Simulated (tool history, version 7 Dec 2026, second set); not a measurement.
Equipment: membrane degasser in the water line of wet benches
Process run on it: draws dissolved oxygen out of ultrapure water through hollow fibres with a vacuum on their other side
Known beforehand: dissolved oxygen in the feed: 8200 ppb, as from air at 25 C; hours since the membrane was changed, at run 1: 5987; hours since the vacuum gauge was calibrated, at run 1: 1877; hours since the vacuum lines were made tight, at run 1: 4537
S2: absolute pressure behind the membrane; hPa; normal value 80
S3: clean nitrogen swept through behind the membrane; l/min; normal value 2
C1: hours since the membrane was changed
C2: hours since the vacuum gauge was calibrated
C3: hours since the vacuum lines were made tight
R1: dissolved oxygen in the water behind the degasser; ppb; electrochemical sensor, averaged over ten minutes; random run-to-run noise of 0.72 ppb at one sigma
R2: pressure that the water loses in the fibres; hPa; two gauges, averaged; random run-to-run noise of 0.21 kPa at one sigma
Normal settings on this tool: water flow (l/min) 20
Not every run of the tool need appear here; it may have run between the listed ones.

run 1 hour=0 | water_flow_(l/min)=20 S2=80 S3=2 | C1=5987 C2=1877 C3=4537 | R1=130.1 R2=522.3
-- hour=41.9 seals of the vacuum lines changed
run 2 hour=120.3 | water_flow_(l/min)=20 S2=80 S3=4.45 | C1=6105 C2=1995 C3=78 | R1=67.4 R2=526.8
run 3 hour=260.3 | water_flow_(l/min)=20 S2=80 S3=4.45 | C1=6245 C2=2135 C3=218 | R1=68.7 R2=524.9
run 4 hour=341.9 | water_flow_(l/min)=20 S2=80 S3=4.45 | C1=6327 C2=2217 C3=300 | R1=68.8 R2=526.4
run 5 hour=459.2 | water_flow_(l/min)=20 S2=80 S3=1.84 | C1=6444 C2=2334 C3=417 | R1=139.3 R2=522.4
run 6 hour=558.1 | water_flow_(l/min)=12 S2=80 S3=2 | C1=6543 C2=2433 C3=516 | R1=71.2 R2=315.5
run 7 hour=662.1 | water_flow_(l/min)=12 S2=80 S3=2 | C1=6647 C2=2537 C3=620 | R1=71.3 R2=314.6
-- hour=670.7 vacuum gauge calibrated
run 8 hour=809.7 | water_flow_(l/min)=12 S2=80 S3=2 | C1=6794 C2=139 C3=767 | R1=72.8 R2=315.9
run 9 hour=954.4 | water_flow_(l/min)=12 S2=80 S3=2 | C1=6939 C2=284 C3=912 | R1=72.9 R2=316.7
run 10 hour=1059.8 | water_flow_(l/min)=12 S2=80 S3=2 | C1=7044 C2=389 C3=1017 | R1=73.4 R2=319.7
run 11 hour=1196.9 | water_flow_(l/min)=12 S2=80 S3=2 | C1=7181 C2=526 C3=1154 | R1=73.6 R2=317.6
-- hour=1283.8 vacuum gauge calibrated, once more
run 12 hour=1320.6 | water_flow_(l/min)=20 S2=92 S3=3.3 | C1=7304 C2=37 C3=1278 | R1=103.3 R2=532.2
run 13 hour=1428.3 | water_flow_(l/min)=20 S2=92 S3=3.3 | C1=7412 C2=144 C3=1385 | R1=103.2 R2=530.7
run 14 hour=1519.8 | water_flow_(l/min)=20 S2=92 S3=3.3 | C1=7504 C2=236 C3=1477 | R1=103.1 R2=531.7
run 15 hour=1641 | water_flow_(l/min)=19 S2=80 S3=2 | C1=7625 C2=357 C3=1598 | R1=118.7 R2=503.8
run 16 hour=1791.2 | water_flow_(l/min)=25 S2=80 S3=3.28 | C1=7775 C2=507 C3=1748 | R1=135.5 R2=658
run 17 hour=1869.8 | water_flow_(l/min)=25 S2=80 S3=3.28 | C1=7854 C2=586 C3=1827 | R1=134.4 R2=668.7

Here are 5 independent what-if runs from the current tool condition. What would each one return?
run A hour=1968.1 | water_flow_(l/min)=25 S2=97.3 S3=3.28 | C1=7952 C2=684 C3=1925 | R1=? R2=?
run B hour=1968.1 | water_flow_(l/min)=20 S2=80 S3=2.71 | C1=7952 C2=684 C3=1925 | R1=? R2=?
run C hour=1968.1 | water_flow_(l/min)=20 S2=165.1 S3=0.88 | C1=7952 C2=684 C3=1925 | R1=? R2=?
run D hour=1968.1 | water_flow_(l/min)=14 S2=80 S3=2.37 | C1=7952 C2=684 C3=1925 | R1=? R2=?
run E hour=1968.1 | water_flow_(l/min)=25 S2=80 S3=0.86 | C1=7952 C2=684 C3=1925 | R1=? R2=?

run=A R1=165 R2=663.4
run=B R1=100.2 R2=530.3
run=C R1=636.6 R2=534.2
run=D R1=71.2 R2=371.8
run=E R1=335.2 R2=666.6
Stripped of hidden state, with their random variation kept, the same runs would have yielded:
run=A R1=149.5 R2=618.1
run=B R1=93.5 R2=494.1
run=C R1=628.7 R2=497.9
run=D R1=69.5 R2=346.5
run=E R1=318.9 R2=621.2

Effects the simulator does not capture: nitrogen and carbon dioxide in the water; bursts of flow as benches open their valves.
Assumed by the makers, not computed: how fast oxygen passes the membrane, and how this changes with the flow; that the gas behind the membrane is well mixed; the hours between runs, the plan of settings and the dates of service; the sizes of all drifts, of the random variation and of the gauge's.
